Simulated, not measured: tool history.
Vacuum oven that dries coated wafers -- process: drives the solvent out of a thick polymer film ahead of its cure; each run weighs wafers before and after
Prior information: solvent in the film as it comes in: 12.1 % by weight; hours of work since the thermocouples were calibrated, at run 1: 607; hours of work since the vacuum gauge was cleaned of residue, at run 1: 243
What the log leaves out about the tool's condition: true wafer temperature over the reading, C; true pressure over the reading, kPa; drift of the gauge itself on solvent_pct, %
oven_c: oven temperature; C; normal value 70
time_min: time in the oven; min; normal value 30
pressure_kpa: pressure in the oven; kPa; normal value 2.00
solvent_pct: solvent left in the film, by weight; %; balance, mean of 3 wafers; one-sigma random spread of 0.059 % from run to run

run	hour	oven_c	time_min	pressure_kpa	hours of work since the thermocouples were calibrated	hours of work since the vacuum gauge was cleaned of residue	solvent_pct
1	0.0	70	30	2.00	607	243	3.66
2	7.1	70	38	2.00	612	248	2.93
3	18.9	70	30	2.00	620	256	3.67
4	29.2	70	30	2.00	627	263	3.56
5	34.9	70	30	2.00	631	267	3.56
6	45.7	70	30	2.00	639	275	3.52
7	52.2	70	30	2.00	643	279	3.66
8	63.0	65	30	2.00	650	287	5.14
9	68.9	65	30	2.00	655	291	5.14
# hour 71.1: vacuum gauge cleaned of residue and calibrated
10	77.0	65	30	2.00	659	4	5.25
11	83.1	70	53	5.46	663	8	3.73
12	95.5	63	33	3.15	672	17	6.06
# hour 98.2: vacuum gauge cleaned of residue and calibrated, once more
13	108.1	63	28	2.43	679	7	6.15
14	118.9	70	17	2.57	687	14	5.72
15	126.7	61	20	2.00	692	20	7.21
16	136.1	60	20	2.00	699	26	7.59
17	143.2	60	20	2.00	704	31	7.47
18	151.9	60	50	1.60	709	37	5.03
19	159.7	68	30	6.06	715	42	5.89
20	166.3	76	24	2.00	719	47	2.59

Hidden state at the last listed run before each entry between runs and at the first one after, where it differs:
From run 9 to run 10: vacuum gauge cleaned of residue and calibrated (hour 71.1)
  true pressure over the reading, kPa: 0.137 -> 0.183
  measured value less the no-hidden-state value, solvent_pct: +0.49 -> +0.52 %
From run 12 to run 13: vacuum gauge cleaned of residue and calibrated, once more (hour 98.2)
  true wafer temperature over the reading, C: -1.47 -> -1.48; true pressure over the reading, kPa: 0.19 -> -0.01
  measured value less the no-hidden-state value, solvent_pct: +0.55 -> +0.43 %
